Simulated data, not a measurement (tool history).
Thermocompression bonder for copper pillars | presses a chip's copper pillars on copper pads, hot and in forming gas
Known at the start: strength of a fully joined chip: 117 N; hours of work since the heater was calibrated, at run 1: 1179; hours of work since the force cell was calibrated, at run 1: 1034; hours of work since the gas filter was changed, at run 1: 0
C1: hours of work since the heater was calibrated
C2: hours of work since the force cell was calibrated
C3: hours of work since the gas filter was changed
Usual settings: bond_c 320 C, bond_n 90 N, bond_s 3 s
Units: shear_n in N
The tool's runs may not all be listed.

{"run": 1, "hour": 0.0, "bond_c": 320, "bond_n": 90, "bond_s": 3, "C1": 1179, "C2": 1034, "C3": 0, "shear_n": 65.7}
{"run": 2, "hour": 38.4, "bond_c": 320, "bond_n": 90, "bond_s": 3, "C1": 1196, "C2": 1051, "C3": 17, "shear_n": 66.5}
{"run": 3, "hour": 89.2, "bond_c": 320, "bond_n": 90, "bond_s": 7, "C1": 1218, "C2": 1073, "C3": 39, "shear_n": 84.1}
{"run": 4, "hour": 117.4, "bond_c": 320, "bond_n": 90, "bond_s": 3, "C1": 1231, "C2": 1085, "C3": 52, "shear_n": 65.5}
{"run": 5, "hour": 144.0, "bond_c": 320, "bond_n": 90, "bond_s": 3, "C1": 1242, "C2": 1097, "C3": 63, "shear_n": 64.3}
{"run": 6, "hour": 175.1, "bond_c": 320, "bond_n": 90, "bond_s": 3, "C1": 1256, "C2": 1111, "C3": 77, "shear_n": 64.8}
{"run": 7, "hour": 208.4, "bond_c": 320, "bond_n": 90, "bond_s": 3, "C1": 1271, "C2": 1125, "C3": 92, "shear_n": 65.4}
{"run": 8, "hour": 264.0, "bond_c": 320, "bond_n": 90, "bond_s": 9, "C1": 1295, "C2": 1150, "C3": 116, "shear_n": 85.3}
{"run": 9, "hour": 305.3, "bond_c": 320, "bond_n": 90, "bond_s": 9, "C1": 1313, "C2": 1168, "C3": 134, "shear_n": 84.8}
{"run": 10, "hour": 347.6, "bond_c": 320, "bond_n": 90, "bond_s": 9, "C1": 1332, "C2": 1187, "C3": 153, "shear_n": 87.2}
{"run": 11, "hour": 403.7, "bond_c": 320, "bond_n": 90, "bond_s": 9, "C1": 1357, "C2": 1212, "C3": 178, "shear_n": 84.6}
{"hour": 421.1, "done": "forming gas filter changed"}
{"run": 12, "hour": 460.6, "bond_c": 320, "bond_n": 90, "bond_s": 8, "C1": 1382, "C2": 1236, "C3": 17, "shear_n": 86.5}
{"run": 13, "hour": 512.6, "bond_c": 320, "bond_n": 90, "bond_s": 8, "C1": 1405, "C2": 1259, "C3": 40, "shear_n": 85}
{"run": 14, "hour": 568.9, "bond_c": 302, "bond_n": 111, "bond_s": 3, "C1": 1429, "C2": 1284, "C3": 65, "shear_n": 63.8}
{"run": 15, "hour": 614.9, "bond_c": 297, "bond_n": 113, "bond_s": 3, "C1": 1450, "C2": 1304, "C3": 85, "shear_n": 61}
{"run": 16, "hour": 671.2, "bond_c": 322, "bond_n": 86, "bond_s": 3, "C1": 1474, "C2": 1329, "C3": 110, "shear_n": 61.9}
{"run": 17, "hour": 706.4, "bond_c": 323, "bond_n": 86, "bond_s": 5, "C1": 1490, "C2": 1345, "C3": 126, "shear_n": 73.6}
{"hour": 720.5, "done": "heater calibrated with a thermocouple chip"}
{"run": 18, "hour": 754.0, "bond_c": 299, "bond_n": 134, "bond_s": 9, "C1": 15, "C2": 1365, "C3": 146, "shear_n": 93.8}
{"run": 19, "hour": 790.9, "bond_c": 325, "bond_n": 90, "bond_s": 8, "C1": 31, "C2": 1381, "C3": 162, "shear_n": 88.8}
{"hour": 846.0, "done": "forming gas filter changed"}
{"run": 20, "hour": 850.3, "bond_c": 326, "bond_n": 81, "bond_s": 7, "C1": 57, "C2": 1407, "C3": 2, "shear_n": 85.7}
{"run": 21, "hour": 876.6, "bond_c": 326, "bond_n": 81, "bond_s": 7, "C1": 69, "C2": 1419, "C3": 13, "shear_n": 84.5}
{"run": 22, "hour": 919.4, "bond_c": 313, "bond_n": 55, "bond_s": 3, "C1": 87, "C2": 1437, "C3": 32, "shear_n": 39.7}
{"run": 23, "hour": 946.6, "bond_c": 334, "bond_n": 55, "bond_s": 2, "C1": 99, "C2": 1449, "C3": 44, "shear_n": 44.3}
{"run": 24, "hour": 993.8, "bond_c": 296, "bond_n": 76, "bond_s": 3, "C1": 120, "C2": 1470, "C3": 65, "shear_n": 43.2}

Forecast run 25:
{"run": 25, "hour": 1038.8, "bond_c": 311, "bond_n": 76, "bond_s": 5, "C1": 140, "C2": 1490, "C3": 85, "shear_n": "?"}

{"run 25": {"shear_n": 63.1}}
Without the tool's hidden state the same run would have given shear_n 67.3 N.

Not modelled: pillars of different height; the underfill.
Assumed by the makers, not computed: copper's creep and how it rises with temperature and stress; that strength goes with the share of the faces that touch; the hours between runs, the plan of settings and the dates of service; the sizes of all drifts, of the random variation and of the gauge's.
